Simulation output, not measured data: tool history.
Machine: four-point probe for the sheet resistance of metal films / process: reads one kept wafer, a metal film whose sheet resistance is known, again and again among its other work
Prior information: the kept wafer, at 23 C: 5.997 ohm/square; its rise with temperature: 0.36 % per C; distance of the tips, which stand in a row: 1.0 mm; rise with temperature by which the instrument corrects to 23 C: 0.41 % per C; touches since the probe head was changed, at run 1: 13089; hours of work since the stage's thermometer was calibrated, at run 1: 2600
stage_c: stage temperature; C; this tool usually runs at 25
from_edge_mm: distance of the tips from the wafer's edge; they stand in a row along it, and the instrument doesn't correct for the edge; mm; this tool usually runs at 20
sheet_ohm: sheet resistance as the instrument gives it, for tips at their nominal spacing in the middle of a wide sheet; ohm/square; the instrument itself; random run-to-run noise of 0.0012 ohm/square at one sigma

run   hour  stage_c  from_edge_mm  touches since the probe head was changed  hours of work since the stage's thermometer was calibrated  sheet_ohm
  1      0       25            20                                     13089                                                        2600   6.013835
  2   46.2       25            20                                     14053                                                        2620   6.014827
  3     91       18            20                                     14987                                                        2640   6.034196
  4  133.1       18            20                                     15865                                                        2658   6.034856
  5  162.5       18            71                                     16477                                                        2671   6.029676
  6  201.3       18            71                                     17286                                                        2688   6.029907
  7  224.7       18            71                                     17774                                                        2698   6.029545
  8  252.6       18            71                                     18354                                                        2710   6.028374
  9  300.5       18            71                                     19354                                                        2731   6.029448
 10  351.1       19            71                                     20408                                                        2753    6.02351
 11  393.8       24            20                                     21299                                                        2772   6.017515
 12  443.8       24             3                                     22341                                                        2794   6.345728
 13  493.7       35            20                                     23380                                                        2816   5.980685
 14    534       35            14                                     24221                                                        2834   5.990068
 15  582.7       34            50                                     25235                                                        2855   5.975729
     624.5  -- stage's thermometer calibrated
 16  624.5       34            50                                     26096                                                           0   5.960105
 17  655.1       20            28                                     26735                                                          13   6.006956
 18  682.5       25            44                                     27305                                                          25   5.987287
 19  716.8       24             4                                     28022                                                          40   6.185388
 20  768.1       24             4                                     29090                                                          63    6.18341
 21  821.4       19            10                                     30201                                                          86   6.038726
 22  846.9       19            10                                     30734                                                          97   6.037508
 23  886.9       19            10                                     31568                                                         115   6.038546
 24  940.1       19             8                                     32676                                                         138   6.053681
 25  984.2       20            20                                     33595                                                         158   6.010498

Branching from run 25: 4 alternative next runs. What would each branch give?
  A  1014       31            20                                     34216                                                         171          ?
  B  1014       34             7                                     34216                                                         171          ?
  C  1014       18            20                                     34216                                                         171          ?
  D  1014       33             8                                     34216                                                         171          ?

run  sheet_ohm
  A   5.974046
  B   6.022563
  C   6.015696
  D   6.011532
Without the tool's unlogged condition, the same runs would have read:
run  sheet_ohm
  A   5.979443
  B   6.028009
  C    6.02109
  D   6.016966
